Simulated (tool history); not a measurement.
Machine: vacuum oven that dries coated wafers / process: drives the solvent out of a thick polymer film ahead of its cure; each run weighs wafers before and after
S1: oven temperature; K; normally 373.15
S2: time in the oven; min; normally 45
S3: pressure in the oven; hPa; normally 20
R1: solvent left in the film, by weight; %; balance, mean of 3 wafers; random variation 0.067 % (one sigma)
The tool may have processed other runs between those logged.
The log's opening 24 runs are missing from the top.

run,hour,S1,S2,S3,R1
25,951.8,373.15,45,65.3,9.31
26,998.6,373.15,45,65.3,9.37
27,1027.2,373.15,46,78,10.9
28,1076.5,373.15,46,78,10.57
29,1106.8,383.15,45,18.6,2.26
30,1132.8,362.15,22,18.6,10.33
31,1185.2,362.15,22,18.6,10.52
32,1231.5,362.15,22,18.6,10.14
33,1253.9,362.15,22,18.6,10.4
34,1301.7,380.15,64,17.4,2.14
35,1333.9,387.15,44,61.3,5.1
36,1376.5,387.15,45,60.8,5.02
37,1421.4,362.15,33,24.8,10.31
38,1459.6,364.15,42,20,8.19
39,1504.9,364.15,42,20,8.26
40,1544.2,364.15,42,61.8,12.93
41,1596.2,364.15,42,61.8,12.95
42,1647.1,369.15,59,36.4,7.26
43,1683.7,369.15,59,36.4,7.63
44,1725.3,373.15,39,15.1,5.21
45,1749.3,378.15,41,54.6,7.25
46,1798.5,378.15,41,54.6,7.37
47,1826.9,378.15,31,25,5.5

Predict each of these 3 candidate next runs independently; none follows another, all start after run 47:
A,1859.5,378.15,29,25,?
B,1859.5,378.15,31,24.9,?
C,1859.5,383.15,66,25,?

run,R1
A,5.68
B,5.29
C,2.67
Stripped of hidden state, with their random variation kept, the same runs would have yielded:
run,R1
A,4.95
B,4.58
C,2.23

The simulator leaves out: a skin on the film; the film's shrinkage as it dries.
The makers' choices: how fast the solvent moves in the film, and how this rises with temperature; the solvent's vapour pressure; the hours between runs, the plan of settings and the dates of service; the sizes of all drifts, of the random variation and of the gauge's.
